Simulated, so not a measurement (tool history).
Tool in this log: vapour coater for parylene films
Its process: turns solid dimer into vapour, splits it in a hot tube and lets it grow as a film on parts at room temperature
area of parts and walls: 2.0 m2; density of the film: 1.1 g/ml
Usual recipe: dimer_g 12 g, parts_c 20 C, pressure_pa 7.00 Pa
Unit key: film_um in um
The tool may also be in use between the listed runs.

| run | hour | dimer_g | parts_c | pressure_pa | film_um |
|---|---|---|---|---|---|
| 1 | 0.0 | 12 | 20 | 7.00 | 2.95 |
|  | 5.4 | trap's valve overhauled |
| 2 | 20.1 | 17 | 20 | 7.00 | 4.08 |
| 3 | 29.6 | 17 | 15 | 7.00 | 5.06 |
| 4 | 36.6 | 12 | 18 | 7.00 | 3.14 |
| 5 | 44.2 | 12 | 20 | 2.95 | 3.37 |
| 6 | 57.0 | 12 | 20 | 2.95 | 3.33 |
| 7 | 68.1 | 10 | 20 | 7.00 | 2.44 |
| 8 | 83.2 | 12 | 20 | 7.00 | 2.94 |
| 9 | 91.2 | 12 | 20 | 7.00 | 2.91 |
| 10 | 105.3 | 12 | 20 | 7.00 | 2.94 |
| 11 | 116.7 | 12 | 20 | 7.00 | 2.97 |
| 12 | 130.2 | 12 | 20 | 7.00 | 2.99 |
| 13 | 143.1 | 12 | 20 | 7.00 | 2.89 |
| 14 | 160.0 | 12 | 20 | 7.00 | 2.93 |
| 15 | 169.2 | 12 | 20 | 7.00 | 2.98 |
| 16 | 184.6 | 17 | 18 | 7.00 | 4.45 |
| 17 | 193.3 | 17 | 18 | 7.00 | 4.49 |

Predict the results of run 18:
| 18 | 207.1 | 17 | 18 | 7.00 | ? |

film_um: 4.49 um
Take away the tool's hidden state, keep the run-to-run variation as it was, and the same run would have given film_um 4.49 um.
